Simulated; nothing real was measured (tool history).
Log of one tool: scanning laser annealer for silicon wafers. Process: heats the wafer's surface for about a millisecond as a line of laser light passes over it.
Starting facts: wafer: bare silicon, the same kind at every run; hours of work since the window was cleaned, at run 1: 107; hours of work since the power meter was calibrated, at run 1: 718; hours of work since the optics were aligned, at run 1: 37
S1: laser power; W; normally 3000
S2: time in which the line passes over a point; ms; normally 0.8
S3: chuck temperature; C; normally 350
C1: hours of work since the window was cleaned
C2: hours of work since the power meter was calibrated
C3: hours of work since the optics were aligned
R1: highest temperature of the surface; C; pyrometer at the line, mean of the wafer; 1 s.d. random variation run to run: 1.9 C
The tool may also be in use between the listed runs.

run 1 hour=0 | S1=3000 S2=0.8 S3=350 | C1=107 C2=718 C3=37 | R1=1168
run 2 hour=39.6 | S1=3000 S2=0.8 S3=346 | C1=127 C2=738 C3=56 | R1=1160
run 3 hour=78.6 | S1=3000 S2=0.8 S3=346 | C1=147 C2=758 C3=76 | R1=1156
run 4 hour=101.2 | S1=3000 S2=0.8 S3=346 | C1=158 C2=769 C3=87 | R1=1154
run 5 hour=138.9 | S1=3000 S2=0.8 S3=346 | C1=177 C2=788 C3=106 | R1=1155
run 6 hour=171.4 | S1=3210 S2=0.8 S3=350 | C1=193 C2=804 C3=122 | R1=1232
run 7 hour=193.5 | S1=3000 S2=0.812 S3=350 | C1=204 C2=815 C3=133 | R1=1162
run 8 hour=212.4 | S1=3000 S2=0.812 S3=350 | C1=213 C2=824 C3=143 | R1=1163
run 9 hour=242.6 | S1=3000 S2=0.8 S3=350 | C1=228 C2=839 C3=158 | R1=1157
run 10 hour=280.2 | S1=3000 S2=0.8 S3=350 | C1=247 C2=858 C3=176 | R1=1154
run 11 hour=319.6 | S1=3000 S2=0.8 S3=350 | C1=267 C2=878 C3=196 | R1=1157
run 12 hour=358.9 | S1=3000 S2=0.659 S3=350 | C1=286 C2=897 C3=216 | R1=1078
run 13 hour=398.2 | S1=3000 S2=0.659 S3=350 | C1=306 C2=917 C3=235 | R1=1073
run 14 hour=423.3 | S1=3000 S2=0.659 S3=350 | C1=318 C2=929 C3=248 | R1=1075
run 15 hour=451.6 | S1=3000 S2=0.8 S3=350 | C1=333 C2=943 C3=262 | R1=1153
run 16 hour=487.9 | S1=3000 S2=0.8 S3=350 | C1=351 C2=962 C3=280 | R1=1145
run 17 hour=523.5 | S1=3000 S2=0.8 S3=350 | C1=368 C2=979 C3=298 | R1=1148
-- hour=528.7 window over the wafer cleaned
run 18 hour=559.1 | S1=2756 S2=0.8 S3=350 | C1=15 C2=996 C3=314 | R1=1051
run 19 hour=587.7 | S1=2756 S2=0.8 S3=350 | C1=29 C2=1010 C3=329 | R1=1053
run 20 hour=625.4 | S1=2756 S2=0.8 S3=350 | C1=48 C2=1029 C3=347 | R1=1050
run 21 hour=663.7 | S1=2756 S2=0.942 S3=350 | C1=67 C2=1048 C3=367 | R1=1109
-- hour=677.4 window over the wafer cleaned, once more
run 22 hour=684.6 | S1=2756 S2=0.942 S3=350 | C1=4 C2=1058 C3=376 | R1=1149
run 23 hour=723.6 | S1=2669 S2=0.945 S3=328 | C1=23 C2=1077 C3=395 | R1=1095
run 24 hour=744.4 | S1=3000 S2=0.667 S3=350 | C1=33 C2=1087 C3=406 | R1=1098
run 25 hour=777.4 | S1=3000 S2=0.867 S3=350 | C1=50 C2=1104 C3=422 | R1=1201
run 26 hour=811.7 | S1=3000 S2=0.867 S3=350 | C1=67 C2=1121 C3=439 | R1=1203
run 27 hour=832.9 | S1=2732 S2=0.607 S3=348 | C1=78 C2=1132 C3=450 | R1=978
run 28 hour=863.1 | S1=2732 S2=0.607 S3=342 | C1=93 C2=1147 C3=465 | R1=973
run 29 hour=901.6 | S1=2931 S2=0.8 S3=327 | C1=112 C2=1166 C3=484 | R1=1119
run 30 hour=936.7 | S1=2931 S2=0.8 S3=327 | C1=129 C2=1183 C3=502 | R1=1115
run 31 hour=972.3 | S1=2931 S2=0.8 S3=327 | C1=147 C2=1201 C3=519 | R1=1116
run 32 hour=1003.5 | S1=2931 S2=0.844 S3=340 | C1=163 C2=1217 C3=535 | R1=1151
run 33 hour=1040.5 | S1=2931 S2=0.844 S3=340 | C1=181 C2=1235 C3=553 | R1=1152
run 34 hour=1074.8 | S1=2860 S2=0.907 S3=340 | C1=198 C2=1252 C3=571 | R1=1155
run 35 hour=1092.4 | S1=2775 S2=0.907 S3=334 | C1=207 C2=1261 C3=579 | R1=1114
run 36 hour=1109.6 | S1=3000 S2=0.875 S3=351 | C1=215 C2=1269 C3=588 | R1=1196
run 37 hour=1132.8 | S1=3000 S2=0.875 S3=351 | C1=227 C2=1281 C3=599 | R1=1194
run 38 hour=1165.8 | S1=3000 S2=0.744 S3=366 | C1=243 C2=1297 C3=616 | R1=1143
run 39 hour=1186.6 | S1=3223 S2=0.787 S3=323 | C1=254 C2=1308 C3=626 | R1=1200
run 40 hour=1211.7 | S1=2799 S2=0.578 S3=350 | C1=266 C2=1320 C3=639 | R1=973

Here are 3 independent what-if runs from the current tool condition. What would each one return?
run A hour=1232.1 | S1=2799 S2=0.675 S3=350 | C1=277 C2=1331 C3=649 | R1=?
run B hour=1232.1 | S1=2799 S2=0.622 S3=367 | C1=277 C2=1331 C3=649 | R1=?
run C hour=1232.1 | S1=2724 S2=0.609 S3=333 | C1=277 C2=1331 C3=649 | R1=?

run=A R1=1021
run=B R1=1014
run=C R1=952
With the hidden condition removed and each run's random variation left untouched, the same runs would have given:
run=A R1=1033
run=B R1=1026
run=C R1=963
